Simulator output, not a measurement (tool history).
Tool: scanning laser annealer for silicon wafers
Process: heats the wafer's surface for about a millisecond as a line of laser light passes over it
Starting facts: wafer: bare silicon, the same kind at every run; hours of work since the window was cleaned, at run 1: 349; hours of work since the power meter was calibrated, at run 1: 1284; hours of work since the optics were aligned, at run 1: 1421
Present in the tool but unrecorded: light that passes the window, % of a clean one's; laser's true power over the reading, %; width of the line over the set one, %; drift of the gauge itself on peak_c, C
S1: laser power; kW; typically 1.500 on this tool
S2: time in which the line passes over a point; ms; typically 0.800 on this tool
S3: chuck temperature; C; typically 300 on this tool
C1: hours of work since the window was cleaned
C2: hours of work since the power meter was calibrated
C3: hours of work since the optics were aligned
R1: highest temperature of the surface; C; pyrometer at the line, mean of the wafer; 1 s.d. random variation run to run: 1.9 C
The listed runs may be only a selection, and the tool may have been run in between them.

run 1 hour=0.0 | S1=1.500 S2=0.800 S3=300 | C1=349 C2=1284 C3=1421 | R1=1109
run 2 hour=46.0 | S1=1.500 S2=0.800 S3=300 | C1=377 C2=1312 C3=1449 | R1=1111
run 3 hour=114.2 | S1=1.600 S2=0.800 S3=300 | C1=418 C2=1353 C3=1490 | R1=1178
run 4 hour=166.5 | S1=1.436 S2=0.800 S3=300 | C1=450 C2=1385 C3=1522 | R1=1070
run 5 hour=201.2 | S1=1.436 S2=0.800 S3=300 | C1=471 C2=1407 C3=1544 | R1=1068
-- hour=210.4 window over the wafer cleaned
run 6 hour=259.7 | S1=1.436 S2=0.800 S3=300 | C1=30 C2=1441 C3=1578 | R1=1065
-- hour=278.0 optics aligned, line set to its width
run 7 hour=339.6 | S1=1.436 S2=0.800 S3=300 | C1=76 C2=1487 C3=38 | R1=1066
run 8 hour=418.1 | S1=1.436 S2=0.800 S3=300 | C1=124 C2=1535 C3=85 | R1=1066
run 9 hour=481.1 | S1=1.436 S2=0.800 S3=323 | C1=162 C2=1573 C3=124 | R1=1092
run 10 hour=543.5 | S1=1.442 S2=0.594 S3=323 | C1=200 C2=1611 C3=162 | R1=999
run 11 hour=591.1 | S1=1.319 S2=0.851 S3=277 | C1=229 C2=1640 C3=191 | R1=986
run 12 hour=633.2 | S1=1.319 S2=0.851 S3=277 | C1=255 C2=1666 C3=217 | R1=988
run 13 hour=695.9 | S1=1.447 S2=0.620 S3=300 | C1=293 C2=1704 C3=255 | R1=992
run 14 hour=729.8 | S1=1.447 S2=0.959 S3=300 | C1=314 C2=1725 C3=276 | R1=1142
run 15 hour=806.8 | S1=1.447 S2=0.959 S3=300 | C1=361 C2=1772 C3=323 | R1=1137
run 16 hour=876.7 | S1=1.447 S2=0.905 S3=296 | C1=404 C2=1815 C3=365 | R1=1115
run 17 hour=934.9 | S1=1.447 S2=0.854 S3=266 | C1=439 C2=1850 C3=401 | R1=1065

What if the next run were any one of these 3? Each begins from the tool's condition after run 17:
run A hour=970.8 | S1=1.385 S2=0.659 S3=304 | C1=461 C2=1872 C3=423 | R1=?
run B hour=970.8 | S1=1.365 S2=0.800 S3=311 | C1=461 C2=1872 C3=423 | R1=?
run C hour=970.8 | S1=1.447 S2=0.624 S3=266 | C1=461 C2=1872 C3=423 | R1=?

run=A R1=978
run=B R1=1031
run=C R1=959
With the hidden condition removed and each run's random variation left untouched, the same runs would have given:
run=A R1=979
run=B R1=1032
run=C R1=960

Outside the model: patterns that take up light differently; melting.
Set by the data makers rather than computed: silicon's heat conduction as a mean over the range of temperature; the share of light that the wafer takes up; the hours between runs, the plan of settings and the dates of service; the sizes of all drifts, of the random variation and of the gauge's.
